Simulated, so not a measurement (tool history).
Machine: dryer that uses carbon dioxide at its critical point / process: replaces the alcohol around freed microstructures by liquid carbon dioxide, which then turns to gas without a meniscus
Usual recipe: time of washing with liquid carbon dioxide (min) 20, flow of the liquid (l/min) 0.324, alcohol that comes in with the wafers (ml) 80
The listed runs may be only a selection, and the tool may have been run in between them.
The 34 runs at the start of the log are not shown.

run	day	time of washing with liquid carbon dioxide (min)	flow of the liquid (l/min)	alcohol that comes in with the wafers (ml)	hours of work since the filter was changed	hours of work since the purifier's bed was changed	alcohol left in the vessel before it's heated (ppm by volume)
35	14.712	17	0.231	53	362	161	2831
36	14.946	17	0.231	53	364	163	2860
37	15.483	28	0.212	95	369	168	1176
38	16.038	20	0.338	54	374	173	336
39	16.458	20	0.283	54	378	177	759
40	16.883	20	0.283	54	381	181	787
41	17.438	16	0.488	64	386	186	175
42	17.842	16	0.488	64	390	190	168
43	18.104	16	0.358	23	393	192	313
44	18.667	16	0.349	34	398	197	499
45	19.121	16	0.349	34	402	201	508
46	19.417	14	0.268	47	405	204	2902

Branching from run 46: 3 alternative next runs. What would each branch give?
A	19.754	18	0.324	27	408	207	?
B	19.754	20	0.314	77	408	207	?
C	19.754	14	0.481	61	408	207	?

run	alcohol left in the vessel before it's heated (ppm by volume)
A	351
B	718
C	353
What these runs would have given with no unlogged condition in the tool:
run	alcohol left in the vessel before it's heated (ppm by volume)
A	200
B	405
C	182

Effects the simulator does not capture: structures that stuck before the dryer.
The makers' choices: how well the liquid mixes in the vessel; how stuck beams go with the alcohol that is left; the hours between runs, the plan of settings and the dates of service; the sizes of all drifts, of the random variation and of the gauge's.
